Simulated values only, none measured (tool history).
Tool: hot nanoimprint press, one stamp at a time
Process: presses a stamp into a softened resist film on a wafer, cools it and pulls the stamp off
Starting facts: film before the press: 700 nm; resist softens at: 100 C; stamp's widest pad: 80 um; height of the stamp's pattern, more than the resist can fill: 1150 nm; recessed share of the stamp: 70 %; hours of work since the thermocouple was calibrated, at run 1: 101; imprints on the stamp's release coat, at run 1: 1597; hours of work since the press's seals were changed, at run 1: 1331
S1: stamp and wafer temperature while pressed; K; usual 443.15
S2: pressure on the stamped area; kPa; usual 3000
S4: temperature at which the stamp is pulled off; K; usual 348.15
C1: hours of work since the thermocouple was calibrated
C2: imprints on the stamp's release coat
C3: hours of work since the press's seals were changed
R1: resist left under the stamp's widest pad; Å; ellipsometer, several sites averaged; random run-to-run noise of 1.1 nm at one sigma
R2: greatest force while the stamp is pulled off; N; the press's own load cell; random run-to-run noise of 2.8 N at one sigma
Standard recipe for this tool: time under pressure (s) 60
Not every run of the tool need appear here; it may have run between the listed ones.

{"run": 1, "day": 0.0, "S1": 443.15, "S2": 3000, "time under pressure (s)": 60, "S4": 348.15, "C1": 101, "C2": 1597, "C3": 1331, "R1": 3333, "R2": 133}
{"day": 0.883, "done": "press's hydraulic seals changed and the load cell set to zero"}
{"day": 2.1, "done": "stamp cleaned and given a new release coat"}
{"run": 2, "day": 3.862, "S1": 443.15, "S2": 3000, "time under pressure (s)": 60, "S4": 348.15, "C1": 146, "C2": 115, "C3": 37, "R1": 3331, "R2": 130}
{"run": 3, "day": 6.221, "S1": 432.15, "S2": 3000, "time under pressure (s)": 60, "S4": 348.15, "C1": 179, "C2": 269, "C3": 70, "R1": 5296, "R2": 127}
{"run": 4, "day": 9.392, "S1": 443.15, "S2": 3000, "time under pressure (s)": 60, "S4": 348.15, "C1": 222, "C2": 477, "C3": 113, "R1": 3345, "R2": 134}
{"run": 5, "day": 12.608, "S1": 443.15, "S2": 3000, "time under pressure (s)": 60, "S4": 348.15, "C1": 266, "C2": 687, "C3": 157, "R1": 3354, "R2": 127}
{"run": 6, "day": 14.267, "S1": 443.15, "S2": 3000, "time under pressure (s)": 60, "S4": 348.15, "C1": 289, "C2": 795, "C3": 180, "R1": 3339, "R2": 125}
{"day": 17.792, "done": "plate thermocouple calibrated"}
{"run": 7, "day": 17.792, "S1": 443.15, "S2": 3000, "time under pressure (s)": 60, "S4": 348.15, "C1": 0, "C2": 1017, "C3": 226, "R1": 3367, "R2": 127}
{"run": 8, "day": 19.75, "S1": 443.15, "S2": 3000, "time under pressure (s)": 60, "S4": 348.15, "C1": 27, "C2": 1145, "C3": 253, "R1": 3345, "R2": 132}
{"run": 9, "day": 22.117, "S1": 443.15, "S2": 3080, "time under pressure (s)": 60, "S4": 348.15, "C1": 59, "C2": 1299, "C3": 286, "R1": 3320, "R2": 131}
{"run": 10, "day": 25.208, "S1": 443.15, "S2": 3000, "time under pressure (s)": 73, "S4": 348.15, "C1": 102, "C2": 1501, "C3": 328, "R1": 3132, "R2": 130}
{"run": 11, "day": 26.825, "S1": 443.15, "S2": 3000, "time under pressure (s)": 73, "S4": 348.15, "C1": 124, "C2": 1607, "C3": 350, "R1": 3167, "R2": 125}
{"day": 28.404, "done": "stamp cleaned and given a new release coat"}
{"run": 12, "day": 30.308, "S1": 443.15, "S2": 3000, "time under pressure (s)": 73, "S4": 348.15, "C1": 168, "C2": 124, "C3": 394, "R1": 3136, "R2": 124}
{"run": 13, "day": 32.562, "S1": 444.15, "S2": 3000, "time under pressure (s)": 60, "S4": 348.15, "C1": 199, "C2": 271, "C3": 425, "R1": 3228, "R2": 136}
{"run": 14, "day": 35.275, "S1": 443.15, "S2": 3000, "time under pressure (s)": 60, "S4": 348.15, "C1": 236, "C2": 448, "C3": 462, "R1": 3386, "R2": 128}
{"run": 15, "day": 38.708, "S1": 443.15, "S2": 3000, "time under pressure (s)": 60, "S4": 348.15, "C1": 283, "C2": 673, "C3": 509, "R1": 3392, "R2": 130}
{"run": 16, "day": 40.8, "S1": 443.15, "S2": 3780, "time under pressure (s)": 111, "S4": 348.15, "C1": 312, "C2": 809, "C3": 538, "R1": 2386, "R2": 130}

For run 17, what comes out?
{"day": 42.721, "done": "plate thermocouple calibrated"}
{"run": 17, "day": 43.083, "S1": 451.15, "S2": 3000, "time under pressure (s)": 54, "S4": 346.15, "C1": 5, "C2": 950, "C3": 568, "R1": "?", "R2": "?"}

{"run 17": {"R1": 2393, "R2": 135}}
Take away the tool's hidden state, keep the run-to-run variation as it was, and the same run would have given R1 2358 Å, R2 135 N.
